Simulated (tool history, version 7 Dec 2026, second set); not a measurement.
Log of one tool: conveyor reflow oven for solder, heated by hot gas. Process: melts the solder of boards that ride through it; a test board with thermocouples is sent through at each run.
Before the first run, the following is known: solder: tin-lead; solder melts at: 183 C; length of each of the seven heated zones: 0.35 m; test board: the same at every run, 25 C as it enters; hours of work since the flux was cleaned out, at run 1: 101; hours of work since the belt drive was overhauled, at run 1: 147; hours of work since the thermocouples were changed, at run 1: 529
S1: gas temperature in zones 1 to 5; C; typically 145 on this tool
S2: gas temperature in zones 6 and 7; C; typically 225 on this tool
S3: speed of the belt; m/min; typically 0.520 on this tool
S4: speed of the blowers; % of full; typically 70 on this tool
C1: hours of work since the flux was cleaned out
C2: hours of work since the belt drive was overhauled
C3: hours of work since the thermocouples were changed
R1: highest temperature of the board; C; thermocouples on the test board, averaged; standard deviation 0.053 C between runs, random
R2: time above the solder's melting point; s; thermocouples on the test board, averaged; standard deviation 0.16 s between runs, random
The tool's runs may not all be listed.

run    day   S1   S2     S3  S4   C1   C2   C3      R1    R2
  1  0.000  145  225  0.520  70  101  147  529  211.19  58.2
  2  0.308  145  225  0.520  70  106  153  534  211.04  58.3
  3  0.617  145  225  0.520  70  111  158  539  211.10  58.0
  4  0.888  145  225  0.520  70  115  162  544  211.05  58.2
     1.167  -- thermocouples of zones 6 and 7 changed
  5  1.221  145  225  0.468  70  120  166    1  212.73  67.6
  6  1.558  145  225  0.605  70  125  172    7  205.66  43.4
  7  1.979  145  225  0.520  70  132  179   13  210.04  57.3
  8  2.396  145  225  0.520  70  139  186   20  210.11  57.1
     2.642  -- flux residue cleaned out of gas plates and filters
  9  2.950  145  225  0.520  70    5  191   26  209.68  56.3
 10  3.342  145  226  0.520  56   12  198   33  207.96  54.2
 11  3.554  150  234  0.445  51   15  201   36  219.19  78.8
 12  3.883  154  234  0.493  56   21  207   42  218.03  71.5
     4.125  -- flux residue cleaned out of gas plates and filters, once more
 13  4.429  145  225  0.573  77    5  213   47  209.26  51.0
 14  4.621  145  225  0.573  77    8  216   50  209.31  51.1
 15  4.829  145  225  0.573  77   12  219   54  209.25  50.9
 16  5.171  148  225  0.520  70   17  225   59  211.32  60.3
 17  5.450  147  225  0.520  70   22  229   64  211.09  59.5

Below are 3 alternative next runs, each starting from the tool's condition after run 17. Predict each:
  A  5.725  145  232  0.422  70  27  234  69   ?   ?
  B  5.725  145  230  0.500  59  27  234  69   ?   ?
  C  5.725  151  225  0.548  70  27  234  69   ?   ?

run      R1    R2
  A  222.03  84.2
  B  214.26  63.4
  C  210.46  57.4
Take away the tool's hidden state, keep each run's random variation, and the runs would have read:
run      R1    R2
  A  222.35  83.8
  B  214.54  63.2
  C  210.76  57.3
